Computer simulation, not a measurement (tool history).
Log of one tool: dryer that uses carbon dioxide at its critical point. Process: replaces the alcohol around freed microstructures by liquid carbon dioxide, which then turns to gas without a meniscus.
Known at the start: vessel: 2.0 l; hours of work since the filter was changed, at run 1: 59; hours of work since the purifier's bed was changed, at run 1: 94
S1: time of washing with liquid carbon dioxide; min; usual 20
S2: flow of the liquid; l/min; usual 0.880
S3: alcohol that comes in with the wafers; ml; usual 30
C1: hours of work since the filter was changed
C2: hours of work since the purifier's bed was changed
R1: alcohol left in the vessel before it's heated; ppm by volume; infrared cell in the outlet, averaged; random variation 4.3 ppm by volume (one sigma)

run 1 day=0.000 | S1=20 S2=0.880 S3=30 | C1=59 C2=94 | R1=29
run 2 day=0.633 | S1=20 S2=0.880 S3=30 | C1=65 C2=101 | R1=27
run 3 day=1.233 | S1=15 S2=0.880 S3=30 | C1=72 C2=107 | R1=108
run 4 day=1.846 | S1=15 S2=0.880 S3=30 | C1=78 C2=114 | R1=100
run 5 day=2.183 | S1=20 S2=0.880 S3=30 | C1=81 C2=117 | R1=28
run 6 day=2.717 | S1=20 S2=0.880 S3=30 | C1=87 C2=123 | R1=28
run 7 day=3.346 | S1=20 S2=0.880 S3=114 | C1=93 C2=129 | R1=72
run 8 day=3.804 | S1=20 S2=0.880 S3=114 | C1=98 C2=134 | R1=73
run 9 day=4.162 | S1=20 S2=0.880 S3=114 | C1=102 C2=138 | R1=76
run 10 day=4.746 | S1=20 S2=0.880 S3=30 | C1=108 C2=144 | R1=33
run 11 day=5.254 | S1=20 S2=0.880 S3=30 | C1=113 C2=149 | R1=32
run 12 day=5.633 | S1=12 S2=0.825 S3=112 | C1=117 C2=153 | R1=1252
run 13 day=5.996 | S1=18 S2=1.165 S3=70 | C1=121 C2=157 | R1=27
run 14 day=6.571 | S1=18 S2=1.236 S3=70 | C1=127 C2=162 | R1=25
run 15 day=7.233 | S1=14 S2=1.379 S3=87 | C1=134 C2=169 | R1=46
run 16 day=7.921 | S1=25 S2=0.667 S3=87 | C1=141 C2=176 | R1=104
run 17 day=8.358 | S1=25 S2=0.667 S3=87 | C1=145 C2=181 | R1=109
run 18 day=8.708 | S1=25 S2=0.667 S3=87 | C1=149 C2=185 | R1=103

Forecast run 19:
run 19 day=9.167 | S1=26 S2=0.780 S3=27 | C1=154 C2=189 | R1=?

{"run 19": {"R1": 32}}
Without the tool's hidden state the same run would have given R1 15 ppm by volume.

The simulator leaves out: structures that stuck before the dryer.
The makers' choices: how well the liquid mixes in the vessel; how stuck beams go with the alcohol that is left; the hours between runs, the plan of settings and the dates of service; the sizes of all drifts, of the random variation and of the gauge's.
